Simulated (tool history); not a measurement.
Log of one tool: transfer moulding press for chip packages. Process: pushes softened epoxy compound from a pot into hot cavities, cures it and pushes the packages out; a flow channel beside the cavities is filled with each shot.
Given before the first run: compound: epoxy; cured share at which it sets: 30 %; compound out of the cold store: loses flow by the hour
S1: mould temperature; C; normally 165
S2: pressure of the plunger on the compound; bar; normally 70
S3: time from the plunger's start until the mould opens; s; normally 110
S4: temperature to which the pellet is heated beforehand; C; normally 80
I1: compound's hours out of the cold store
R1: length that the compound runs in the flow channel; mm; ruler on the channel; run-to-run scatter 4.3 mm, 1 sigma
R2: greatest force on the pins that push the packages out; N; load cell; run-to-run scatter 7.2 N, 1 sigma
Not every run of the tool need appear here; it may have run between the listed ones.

run	hour	S1	S2	S3	S4	I1	R1	R2
1	0	165	70	110	80	23.7	847	312
2	61.9	165	70	110	80	9.4	870	539
# hour 109.7: cavities cleaned with cleaning compound and waxed
3	123.4	165	70	110	80	37	820	649
4	168.2	165	70	110	80	23.1	843	687
5	214.3	165	70	110	80	16.6	848	683
# hour 220: cavities cleaned with cleaning compound and waxed
6	244.4	165	70	110	80	9.6	856	435
# hour 284.7: cavities cleaned with cleaning compound and waxed, once more
# hour 287.2: plunger's sealing rings changed
7	301.8	165	70	110	81	39.2	839	388
8	332.5	165	70	110	80	38.6	843	496
9	390.4	170	69.6	136	76	40.3	808	500
# hour 398.2: cavities cleaned with cleaning compound and waxed
10	453.6	170	56	136	76	40.7	718	420
# hour 508.7: cavities cleaned with cleaning compound and waxed
11	520	162	82.5	115	81	18.5	960	431
12	567.8	162	82.5	115	81	39.5	913	592
# hour 620.3: cavities cleaned with cleaning compound and waxed
13	636.9	168	76.4	125	80	15.6	888	340
14	673.1	168	76.4	125	80	22.2	876	437
# hour 729.9: cavities cleaned with cleaning compound and waxed
# hour 741.8: mould's thermocouples calibrated
15	741.8	157	76.4	148	80	21.7	935	361
16	793.9	163	80.2	114	80	46.1	857	548

Predict each of these 5 candidate next runs independently; none follows another, all start after run 16:
A	838.7	165	79.5	143	80	39.1	?	?
B	838.7	171	80.2	114	73	42.5	?	?
C	838.7	160	80.2	129	89	35.5	?	?
D	838.7	163	84	114	75	16.8	?	?
E	838.7	169	70	131	80	23.6	?	?

run	R1	R2
A	865	513
B	827	508
C	899	622
D	938	662
E	817	502
Without the tool's hidden state the same runs would have given:
run	R1	R2
A	907	256
B	868	256
C	943	310
D	984	331
E	857	255

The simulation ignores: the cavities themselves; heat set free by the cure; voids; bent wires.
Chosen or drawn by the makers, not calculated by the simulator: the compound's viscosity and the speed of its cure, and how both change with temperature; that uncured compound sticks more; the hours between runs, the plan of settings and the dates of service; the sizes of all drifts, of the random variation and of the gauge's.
